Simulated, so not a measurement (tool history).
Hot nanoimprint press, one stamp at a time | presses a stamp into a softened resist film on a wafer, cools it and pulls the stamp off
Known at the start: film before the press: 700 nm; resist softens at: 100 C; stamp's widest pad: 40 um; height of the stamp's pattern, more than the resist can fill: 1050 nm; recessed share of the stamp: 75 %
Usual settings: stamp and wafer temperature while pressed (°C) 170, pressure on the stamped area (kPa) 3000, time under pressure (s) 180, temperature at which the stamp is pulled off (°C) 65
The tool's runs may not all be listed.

run    hour  stamp and wafer temperature while pressed (°C)  pressure on the stamped area (kPa)  time under pressure (s)  temperature at which the stamp is pulled off (°C)  resist left under the stamp's widest pad (angstrom)  greatest force while the stamp is pulled off (N)
  1     0.0                                             170                                3000                      180                                                 65                                                 2884                                               179
  2    76.7                                             170                                3000                      180                                                 54                                                 2886                                               216
  3   132.6                                             170                                2920                      180                                                 65                                                 2937                                               184
  4   211.3                                             158                                3000                      180                                                 65                                                 4658                                               177
  5   279.3                                             170                                3000                      180                                                 65                                                 2893                                               180
  6   317.4                                             170                                3000                      180                                                 65                                                 2887                                               181
  7   368.5                                             170                                3000                      115                                                 65                                                 3374                                               182
  8   411.3                                             170                                3000                      115                                                 65                                                 3350                                               183
  9   475.7                                             170                                3000                      180                                                 73                                                 2882                                               157
 10   560.6                                             170                                3000                      180                                                 60                                                 2885                                               197
 11   628.4                                             170                                3000                      180                                                 60                                                 2891                                               197
 12   682.8                                             170                                3000                      180                                                 65                                                 2887                                               183
 13   749.5                                             170                                3000                      180                                                 65                                                 2869                                               185
 14   816.7                                             170                                4190                      122                                                 63                                                 2754                                               187
 15   854.4                                             170                                4190                      122                                                 63                                                 2743                                               189
 16   932.9                                             170                                4190                      122                                                 63                                                 2753                                               189
 17  1008.4                                             170                                4190                      122                                                 63                                                 2755                                               193
 18  1044.4                                             170                                3460                      122                                                 63                                                 3093                                               188
 19  1119.5                                             170                                4250                      248                                                 63                                                 2110                                               187
 20  1194.7                                             170                                4250                      248                                                 63                                                 2138                                               187
 21  1241.5                                             170                                4250                      248                                                 65                                                 2116                                               180
 22  1285.8                                             165                                3920                      180                                                 65                                                 3057                                               182
 23  1341.7                                             165                                3920                      138                                                 65                                                 3357                                               182
 24  1420.7                                             170                                2910                      219                                                 51                                                 2761                                               230
 25  1477.7                                             164                                2870                      185                                                 50                                                 3717                                               228

Not shown: 4 entries that the log had between the listed runs. Between which runs, and how does the tool's hidden state differ before and after?
Between runs 9 and 10: stamp cleaned and given a new release coat (hour 560.6)
  true temperature over the reading, C: 0.06 -> 0.07; pressure that arrives at the usual setting, %: 99.79 -> 99.78; grip of the stamp's worn release coat, % over a new coat's: 0.6 -> 0
Between runs 15 and 16: plate thermocouple calibrated (hour 919.9)
  true temperature over the reading, C: 0.1 -> 0; pressure that arrives at the usual setting, %: 99.75 -> 99.74; grip of the stamp's worn release coat, % over a new coat's: 0.3 -> 0.4
Between runs 19 and 20: stamp cleaned and given a new release coat (hour 1159.0)
  true temperature over the reading, C: 0.02 -> 0.03; pressure that arrives at the usual setting, %: 99.72 -> 99.71; grip of the stamp's worn release coat, % over a new coat's: 0.6 -> 0
Between runs 20 and 21: press's hydraulic seals changed and the load cell set to zero (hour 1219.7)
  pressure that arrives at the usual setting, %: 99.71 -> 100; grip of the stamp's worn release coat, % over a new coat's: 0 -> 0.1
